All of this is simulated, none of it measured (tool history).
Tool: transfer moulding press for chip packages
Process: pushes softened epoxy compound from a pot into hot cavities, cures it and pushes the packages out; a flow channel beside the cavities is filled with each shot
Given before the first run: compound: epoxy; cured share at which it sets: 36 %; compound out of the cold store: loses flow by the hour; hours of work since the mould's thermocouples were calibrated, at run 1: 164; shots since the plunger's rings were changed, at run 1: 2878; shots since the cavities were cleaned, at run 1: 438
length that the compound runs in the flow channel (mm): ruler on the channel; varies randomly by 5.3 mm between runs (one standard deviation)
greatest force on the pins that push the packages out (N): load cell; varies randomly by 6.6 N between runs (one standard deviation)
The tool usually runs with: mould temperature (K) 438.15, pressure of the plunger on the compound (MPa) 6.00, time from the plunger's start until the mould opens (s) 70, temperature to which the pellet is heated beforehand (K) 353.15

| run | hour | mould temperature (K) | pressure of the plunger on the compound (MPa) | time from the plunger's start until the mould opens (s) | temperature to which the pellet is heated beforehand (K) | hours of work since the mould's thermocouples were calibrated | shots since the plunger's rings were changed | shots since the cavities were cleaned | incoming compound's hours out of the cold store | length that the compound runs in the flow channel (mm) | greatest force on the pins that push the packages out (N) |
|---|---|---|---|---|---|---|---|---|---|---|---|
| 1 | 0.0 | 438.15 | 6.00 | 70 | 353.15 | 164 | 2878 | 438 | 39.6 | 524 | 363 |
| 2 | 8.1 | 438.15 | 6.00 | 70 | 353.15 | 170 | 2990 | 550 | 45.0 | 509 | 393 |
|  | 11.6 | cavities cleaned with cleaning compound and waxed |
| 3 | 21.8 | 438.15 | 6.00 | 70 | 345.15 | 177 | 3158 | 140 | 10.7 | 618 | 320 |
| 4 | 32.2 | 438.15 | 6.00 | 70 | 345.15 | 184 | 3301 | 283 | 34.5 | 533 | 335 |
| 5 | 39.5 | 438.15 | 6.00 | 70 | 345.15 | 189 | 3403 | 385 | 33.6 | 536 | 363 |
| 6 | 47.4 | 438.15 | 6.00 | 70 | 345.15 | 194 | 3512 | 494 | 45.1 | 497 | 386 |
|  | 54.9 | cavities cleaned with cleaning compound and waxed |
| 7 | 57.5 | 438.15 | 6.00 | 70 | 345.15 | 199 | 3630 | 36 | 17.0 | 591 | 290 |
|  | 64.0 | plunger's sealing rings changed |
| 8 | 67.0 | 438.15 | 6.00 | 70 | 345.15 | 204 | 41 | 133 | 13.1 | 643 | 318 |
| 9 | 75.8 | 438.15 | 6.00 | 70 | 345.15 | 209 | 162 | 254 | 23.8 | 597 | 342 |
| 10 | 83.2 | 438.15 | 6.00 | 70 | 345.15 | 214 | 265 | 357 | 14.4 | 626 | 380 |
| 11 | 92.2 | 438.15 | 6.00 | 70 | 345.15 | 220 | 388 | 480 | 25.7 | 590 | 392 |
|  | 101.1 | cavities cleaned with cleaning compound and waxed |
| 12 | 105.9 | 438.15 | 6.00 | 70 | 345.15 | 228 | 556 | 66 | 33.3 | 567 | 266 |
| 13 | 115.5 | 438.15 | 6.00 | 90 | 353.15 | 234 | 689 | 199 | 9.2 | 650 | 292 |
| 14 | 124.6 | 438.15 | 6.00 | 98 | 353.15 | 240 | 815 | 325 | 40.9 | 543 | 320 |
| 15 | 131.1 | 438.15 | 6.00 | 98 | 353.15 | 244 | 904 | 414 | 19.5 | 598 | 342 |
|  | 144.6 | cavities cleaned with cleaning compound and waxed |
| 16 | 145.2 | 436.15 | 6.00 | 98 | 353.15 | 252 | 1078 | 8 | 23.9 | 602 | 233 |
| 17 | 150.5 | 436.15 | 6.00 | 98 | 353.15 | 255 | 1151 | 81 | 11.8 | 642 | 261 |
| 18 | 162.2 | 436.15 | 6.00 | 98 | 353.15 | 263 | 1313 | 243 | 12.7 | 640 | 299 |
| 19 | 172.2 | 438.15 | 6.41 | 70 | 353.15 | 269 | 1451 | 381 | 44.8 | 547 | 373 |
| 20 | 180.4 | 435.15 | 5.69 | 55 | 355.15 | 274 | 1564 | 494 | 42.5 | 522 | 693 |
|  | 188.0 | cavities cleaned with cleaning compound and waxed |
| 21 | 188.1 | 437.15 | 6.00 | 70 | 352.15 | 278 | 1649 | 1 | 37.9 | 537 | 250 |
| 22 | 197.9 | 439.15 | 6.00 | 77 | 349.15 | 285 | 1784 | 136 | 39.9 | 527 | 265 |
| 23 | 203.7 | 439.15 | 6.00 | 77 | 349.15 | 288 | 1864 | 216 | 38.8 | 540 | 293 |
| 24 | 214.9 | 438.15 | 6.66 | 70 | 362.15 | 296 | 2020 | 372 | 30.2 | 584 | 366 |
| 25 | 223.0 | 438.15 | 6.66 | 70 | 362.15 | 301 | 2131 | 483 | 31.1 | 583 | 382 |
|  | 231.2 | cavities cleaned with cleaning compound and waxed |
| 26 | 233.6 | 438.15 | 6.00 | 91 | 345.15 | 307 | 2257 | 34 | 18.5 | 605 | 267 |
| 27 | 245.9 | 432.15 | 6.00 | 61 | 345.15 | 315 | 2426 | 203 | 46.5 | 529 | 587 |

For run 28, what comes out?
| 28 | 254.3 | 432.15 | 6.00 | 61 | 345.15 | 320 | 2543 | 320 | 14.3 | ? | ? |

length that the compound runs in the flow channel (mm): 623
greatest force on the pins that push the packages out (N): 739
Take away the tool's hidden state, keep the run-to-run variation as it was, and the same run would have given length that the compound runs in the flow channel (mm) 661, greatest force on the pins that push the packages out (N) 571.
